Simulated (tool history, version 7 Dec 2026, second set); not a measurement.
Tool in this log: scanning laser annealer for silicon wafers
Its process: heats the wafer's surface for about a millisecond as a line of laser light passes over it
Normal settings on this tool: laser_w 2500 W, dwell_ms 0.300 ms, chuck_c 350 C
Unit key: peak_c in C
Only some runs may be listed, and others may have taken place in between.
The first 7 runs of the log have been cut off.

run 8 day=16.721 | laser_w=2500 dwell_ms=0.309 chuck_c=350 | peak_c=1039
run 9 day=19.833 | laser_w=2500 dwell_ms=0.300 chuck_c=372 | peak_c=1049
run 10 day=22.921 | laser_w=2500 dwell_ms=0.300 chuck_c=372 | peak_c=1048
run 11 day=25.558 | laser_w=2500 dwell_ms=0.239 chuck_c=350 | peak_c=946
run 12 day=29.233 | laser_w=2500 dwell_ms=0.239 chuck_c=350 | peak_c=949
-- day=29.833 window over the wafer cleaned
run 13 day=32.475 | laser_w=2500 dwell_ms=0.239 chuck_c=350 | peak_c=959
run 14 day=35.900 | laser_w=2500 dwell_ms=0.239 chuck_c=350 | peak_c=959
run 15 day=39.588 | laser_w=2500 dwell_ms=0.239 chuck_c=350 | peak_c=956
run 16 day=43.096 | laser_w=2500 dwell_ms=0.300 chuck_c=350 | peak_c=1030
run 17 day=44.592 | laser_w=2500 dwell_ms=0.300 chuck_c=350 | peak_c=1029
run 18 day=47.792 | laser_w=2500 dwell_ms=0.343 chuck_c=339 | peak_c=1065
run 19 day=50.596 | laser_w=2500 dwell_ms=0.343 chuck_c=339 | peak_c=1062
run 20 day=53.850 | laser_w=2337 dwell_ms=0.300 chuck_c=359 | peak_c=984

Expected results for the next run?
run 21 day=57.258 | laser_w=2456 dwell_ms=0.252 chuck_c=381 | peak_c=?

peak_c: 983 C
Were there no unlogged condition in the tool, this run, its random variation unchanged, would have produced peak_c 1013 C.

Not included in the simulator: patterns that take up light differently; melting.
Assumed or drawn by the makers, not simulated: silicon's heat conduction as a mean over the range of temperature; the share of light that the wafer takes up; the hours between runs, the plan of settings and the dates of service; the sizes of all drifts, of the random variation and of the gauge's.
